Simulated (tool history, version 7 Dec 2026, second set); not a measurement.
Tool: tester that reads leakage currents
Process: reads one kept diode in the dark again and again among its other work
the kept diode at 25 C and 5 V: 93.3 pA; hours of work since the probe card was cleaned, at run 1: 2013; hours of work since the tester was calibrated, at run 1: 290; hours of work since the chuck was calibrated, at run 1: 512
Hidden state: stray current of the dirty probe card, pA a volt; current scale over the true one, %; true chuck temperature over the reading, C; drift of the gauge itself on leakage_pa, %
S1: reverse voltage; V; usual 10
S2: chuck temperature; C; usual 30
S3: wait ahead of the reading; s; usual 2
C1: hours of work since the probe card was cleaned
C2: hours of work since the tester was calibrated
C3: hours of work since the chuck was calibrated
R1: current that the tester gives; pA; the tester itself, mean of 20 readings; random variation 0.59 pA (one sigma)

run 1 day=0 | S1=10 S2=30 S3=2 | C1=2013 C2=290 C3=512 | R1=188.69
run 2 day=2.996 | S1=13.3 S2=30 S3=2 | C1=2042 C2=319 C3=541 | R1=213.5
-- day=4.175 chuck's temperature calibrated
run 3 day=4.604 | S1=1.6 S2=30 S3=2 | C1=2057 C2=334 C3=4 | R1=91.53
run 4 day=6.088 | S1=1.6 S2=30 S3=2 | C1=2071 C2=348 C3=19 | R1=91.2
run 5 day=8.808 | S1=1.6 S2=30 S3=2 | C1=2098 C2=374 C3=45 | R1=90.74
run 6 day=11.038 | S1=1.6 S2=30 S3=2 | C1=2119 C2=396 C3=66 | R1=90.42
run 7 day=12.725 | S1=10 S2=30 S3=2 | C1=2136 C2=412 C3=83 | R1=199.64
run 8 day=15.7 | S1=10 S2=30 S3=2 | C1=2164 C2=441 C3=112 | R1=198.62
run 9 day=18.696 | S1=10 S2=30 S3=2 | C1=2194 C2=470 C3=141 | R1=198.9
run 10 day=21.275 | S1=4.8 S2=30 S3=2 | C1=2218 C2=495 C3=166 | R1=143.74
run 11 day=22.8 | S1=4.8 S2=30 S3=2 | C1=2233 C2=510 C3=180 | R1=142.41
run 12 day=25.321 | S1=4.8 S2=30 S3=2 | C1=2258 C2=534 C3=205 | R1=142.15
run 13 day=27.404 | S1=4.8 S2=30 S3=2 | C1=2278 C2=554 C3=225 | R1=142.34
run 14 day=29.2 | S1=10 S2=30 S3=2 | C1=2295 C2=572 C3=242 | R1=195.85
run 15 day=31.362 | S1=10 S2=30 S3=2 | C1=2316 C2=593 C3=263 | R1=194.57
run 16 day=33.654 | S1=10 S2=31 S3=2 | C1=2338 C2=615 C3=286 | R1=211.14
-- day=34.45 probe card cleaned and baked
run 17 day=36.221 | S1=10 S2=39 S3=2 | C1=17 C2=639 C3=309 | R1=404.68
run 18 day=38.054 | S1=10 S2=39 S3=2 | C1=35 C2=656 C3=327 | R1=406.18
run 19 day=39.546 | S1=7.7 S2=39 S3=2 | C1=49 C2=671 C3=341 | R1=362.15
run 20 day=41.425 | S1=7.7 S2=39 S3=2 | C1=68 C2=689 C3=360 | R1=363.84
run 21 day=42.75 | S1=7.7 S2=39 S3=1.67 | C1=80 C2=702 C3=372 | R1=362
run 22 day=44.75 | S1=7.7 S2=39 S3=1.67 | C1=100 C2=721 C3=392 | R1=359.62
run 23 day=46.133 | S1=10 S2=30 S3=7.03 | C1=113 C2=735 C3=405 | R1=187.13
run 24 day=48.625 | S1=2.6 S2=29 S3=5.22 | C1=137 C2=759 C3=429 | R1=96.42
run 25 day=51.275 | S1=2.6 S2=29 S3=5.22 | C1=163 C2=784 C3=455 | R1=95.91
run 26 day=53.596 | S1=1.8 S2=30 S3=0.71 | C1=185 C2=807 C3=478 | R1=89.8
run 27 day=55.729 | S1=1.8 S2=30 S3=9.41 | C1=206 C2=828 C3=498 | R1=88.95
run 28 day=57.717 | S1=1.4 S2=30 S3=6.57 | C1=225 C2=847 C3=517 | R1=80.24
run 29 day=59.721 | S1=1.4 S2=30 S3=6.57 | C1=245 C2=866 C3=537 | R1=80.01
-- day=61.267 chuck's temperature calibrated
run 30 day=61.267 | S1=8.6 S2=50 S3=0.41 | C1=259 C2=880 C3=0 | R1=938.92
run 31 day=63.138 | S1=10 S2=22 S3=4.28 | C1=277 C2=899 C3=18 | R1=96.22
run 32 day=64.596 | S1=1.6 S2=41 S3=0.46 | C1=291 C2=913 C3=32 | R1=226.38
run 33 day=66.7 | S1=1.6 S2=41 S3=0.46 | C1=312 C2=933 C3=53 | R1=225.71
run 34 day=68.333 | S1=1.6 S2=41 S3=0.46 | C1=327 C2=949 C3=68 | R1=225.17
run 35 day=69.654 | S1=1.6 S2=41 S3=0.46 | C1=340 C2=962 C3=81 | R1=225.86
run 36 day=71.104 | S1=1.6 S2=57 S3=6.27 | C1=354 C2=976 C3=95 | R1=766.09
run 37 day=72.892 | S1=1.6 S2=57 S3=6.27 | C1=372 C2=993 C3=113 | R1=769.98
run 38 day=74.812 | S1=1.6 S2=57 S3=6.27 | C1=390 C2=1012 C3=131 | R1=762.62
run 39 day=77.646 | S1=2.5 S2=33 S3=0.4 | C1=418 C2=1039 C3=159 | R1=139.15

Forecast each of these 5 alternatives for the next run:
run A day=78.896 | S1=10 S2=26 S3=2 | C1=430 C2=1051 C3=171 | R1=?
run B day=78.896 | S1=18.1 S2=30 S3=2.78 | C1=430 C2=1051 C3=171 | R1=?
run C day=78.896 | S1=3.3 S2=33 S3=0.4 | C1=430 C2=1051 C3=171 | R1=?
run D day=78.896 | S1=5.5 S2=36 S3=1.35 | C1=430 C2=1051 C3=171 | R1=?
run E day=78.896 | S1=10 S2=30 S3=0.72 | C1=430 C2=1051 C3=171 | R1=?

run=A R1=136.25
run=B R1=247.62
run=C R1=157.46
run=D R1=248.64
run=E R1=194.47
Without the tool's hidden state the same runs would have given:
run=A R1=139.31
run=B R1=253
run=C R1=161.13
run=D R1=254.39
run=E R1=198.82
